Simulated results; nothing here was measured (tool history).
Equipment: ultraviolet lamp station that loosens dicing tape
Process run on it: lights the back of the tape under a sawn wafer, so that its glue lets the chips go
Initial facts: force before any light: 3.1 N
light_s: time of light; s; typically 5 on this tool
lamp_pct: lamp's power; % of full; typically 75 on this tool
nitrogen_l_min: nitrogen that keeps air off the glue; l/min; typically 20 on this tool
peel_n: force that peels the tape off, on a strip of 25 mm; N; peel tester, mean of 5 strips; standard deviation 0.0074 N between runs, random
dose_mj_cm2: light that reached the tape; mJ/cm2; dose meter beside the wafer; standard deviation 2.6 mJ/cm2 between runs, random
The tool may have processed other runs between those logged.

run,hour,light_s,lamp_pct,nitrogen_l_min,peel_n,dose_mj_cm2
1,0.0,5,75,20,0.400,276
2,46.5,5,75,20,0.422,263
3,86.1,5,75,20,0.414,266
4,124.5,5,75,20,0.455,257
5,158.5,5,75,20,0.468,253
6,218.6,5,88,20,0.363,291
7,258.8,5,88,20,0.397,275
# hour 268.3: window cleaned of glue's vapour
8,294.6,5,75,20,0.599,206
9,328.6,5,75,20,0.638,206
10,378.1,5,75,20,0.673,197
11,404.4,5,75,20,0.683,193
12,461.4,5,75,20,0.729,186
13,495.3,7,75,20,0.453,255
14,527.4,7,75,20,0.475,249
15,557.0,5,75,7,1.018,174
16,609.9,5,75,12,0.921,169
# hour 614.5: window cleaned of glue's vapour, once more
17,645.4,5,75,12,0.511,262
18,678.4,8,74,18,0.211,404
19,708.7,2,96,20,1.137,130
20,770.1,5,91,8,0.474,300
21,815.7,2,75,30,1.348,94
22,852.6,2,75,30,1.371,92
# hour 893.1: lamp changed
23,905.8,6,99,10,0.204,479
24,939.0,6,99,10,0.206,468
25,969.4,4,84,18,0.443,261
26,1011.7,4,84,18,0.450,253
27,1053.2,3,78,18,0.806,174
# hour 1082.2: window cleaned of glue's vapour
28,1083.6,5,67,7,0.552,289
29,1118.2,5,68,28,0.351,288

5 options for the next run, each taken on its own from the tool as it stands now. Forecast them:
A,1149.9,3,68,10,?,?
B,1149.9,7,78,20,?,?
C,1149.9,7,81,8,?,?
D,1149.9,2,97,10,?,?
E,1149.9,5,82,31,?,?

run,peel_n,dose_mj_cm2
A,0.964,172
B,0.167,459
C,0.212,476
D,1.068,165
E,0.233,343
With the hidden condition removed and each run's random variation left untouched, the same runs would have given:
run,peel_n,dose_mj_cm2
A,0.874,187
B,0.148,500
C,0.183,519
D,0.972,180
E,0.200,374
